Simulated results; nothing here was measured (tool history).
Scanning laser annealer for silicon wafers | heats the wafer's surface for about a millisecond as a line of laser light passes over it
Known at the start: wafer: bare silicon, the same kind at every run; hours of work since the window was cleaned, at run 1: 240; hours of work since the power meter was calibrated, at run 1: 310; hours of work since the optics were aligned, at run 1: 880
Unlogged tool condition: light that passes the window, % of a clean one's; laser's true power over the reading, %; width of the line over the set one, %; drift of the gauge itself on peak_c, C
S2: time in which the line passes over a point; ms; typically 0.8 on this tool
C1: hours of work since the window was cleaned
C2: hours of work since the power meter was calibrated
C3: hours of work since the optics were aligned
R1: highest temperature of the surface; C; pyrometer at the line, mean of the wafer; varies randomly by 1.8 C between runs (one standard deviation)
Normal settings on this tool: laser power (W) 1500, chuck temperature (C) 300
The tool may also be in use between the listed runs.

run 1 hour=0 | laser_power_(W)=1500 S2=0.8 chuck_temperature_(C)=300 | C1=240 C2=310 C3=880 | R1=1043
run 2 hour=11.2 | laser_power_(W)=1500 S2=0.8 chuck_temperature_(C)=300 | C1=248 C2=318 C3=888 | R1=1041
run 3 hour=22.8 | laser_power_(W)=1500 S2=0.8 chuck_temperature_(C)=300 | C1=256 C2=326 C3=896 | R1=1040
run 4 hour=31.2 | laser_power_(W)=1500 S2=0.8 chuck_temperature_(C)=300 | C1=261 C2=332 C3=901 | R1=1039
run 5 hour=42.6 | laser_power_(W)=1445 S2=0.8 chuck_temperature_(C)=300 | C1=269 C2=339 C3=909 | R1=1013
run 6 hour=52.5 | laser_power_(W)=1445 S2=0.8 chuck_temperature_(C)=300 | C1=276 C2=346 C3=916 | R1=1011
run 7 hour=65.3 | laser_power_(W)=1445 S2=0.8 chuck_temperature_(C)=300 | C1=285 C2=355 C3=925 | R1=1014
run 8 hour=71.2 | laser_power_(W)=1500 S2=0.8 chuck_temperature_(C)=300 | C1=289 C2=359 C3=929 | R1=1037
run 9 hour=84.2 | laser_power_(W)=1500 S2=0.672 chuck_temperature_(C)=300 | C1=298 C2=368 C3=938 | R1=976
run 10 hour=94.1 | laser_power_(W)=1500 S2=0.672 chuck_temperature_(C)=300 | C1=304 C2=375 C3=944 | R1=978
-- hour=100.1 optics aligned, line set to its width
run 11 hour=106.1 | laser_power_(W)=1500 S2=0.672 chuck_temperature_(C)=300 | C1=309 C2=379 C3=4 | R1=973
run 12 hour=117.6 | laser_power_(W)=1500 S2=0.672 chuck_temperature_(C)=300 | C1=317 C2=387 C3=12 | R1=970
run 13 hour=128.2 | laser_power_(W)=1568 S2=0.672 chuck_temperature_(C)=300 | C1=324 C2=395 C3=19 | R1=1002
run 14 hour=137.5 | laser_power_(W)=1467 S2=0.665 chuck_temperature_(C)=300 | C1=331 C2=401 C3=26 | R1=953
run 15 hour=149.1 | laser_power_(W)=1380 S2=0.8 chuck_temperature_(C)=300 | C1=339 C2=409 C3=34 | R1=968
run 16 hour=158.2 | laser_power_(W)=1483 S2=0.961 chuck_temperature_(C)=300 | C1=345 C2=415 C3=40 | R1=1088
run 17 hour=169 | laser_power_(W)=1516 S2=0.8 chuck_temperature_(C)=316 | C1=352 C2=422 C3=47 | R1=1048
run 18 hour=175.6 | laser_power_(W)=1516 S2=0.8 chuck_temperature_(C)=316 | C1=357 C2=427 C3=52 | R1=1053
-- hour=183.4 optics aligned, line set to its width, once more
run 19 hour=187.3 | laser_power_(W)=1621 S2=0.8 chuck_temperature_(C)=300 | C1=361 C2=432 C3=3 | R1=1105
run 20 hour=196.3 | laser_power_(W)=1603 S2=0.8 chuck_temperature_(C)=277 | C1=368 C2=438 C3=9 | R1=1072
run 21 hour=207.9 | laser_power_(W)=1277 S2=0.835 chuck_temperature_(C)=260 | C1=375 C2=446 C3=17 | R1=902
run 22 hour=220.7 | laser_power_(W)=1500 S2=0.824 chuck_temperature_(C)=300 | C1=384 C2=454 C3=25 | R1=1051
run 23 hour=231 | laser_power_(W)=1500 S2=0.824 chuck_temperature_(C)=300 | C1=391 C2=461 C3=33 | R1=1052
run 24 hour=241.7 | laser_power_(W)=1570 S2=0.576 chuck_temperature_(C)=300 | C1=399 C2=469 C3=40 | R1=957
run 25 hour=247.5 | laser_power_(W)=1640 S2=0.8 chuck_temperature_(C)=294 | C1=402 C2=473 C3=44 | R1=1106

Pick out some run-to-run changes in R1. Of each, how much would a tool without hidden state show as well, from the settings, what came in and chance, and how much is left for the hidden state and any gauge scatter not in both results compared?
Run 10 -> 11: optics aligned, line set to its width. R1 -5 C: hidden state -6, all else +1.
Run 18 -> 19: laser power (W) 1516 -> 1621, chuck temperature (C) 316 -> 300, optics aligned, line set to its width, once more. R1 +52 C: hidden state +13, all else +39.
Run 20 -> 21: laser power (W) 1603 -> 1277, S2 0.8 -> 0.835, chuck temperature (C) 277 -> 260. R1 -170 C: hidden state +3, all else -173.
Run 21 -> 22: laser power (W) 1277 -> 1500, S2 0.835 -> 0.824, chuck temperature (C) 260 -> 300. R1 +149 C: hidden state -4, all else +153.
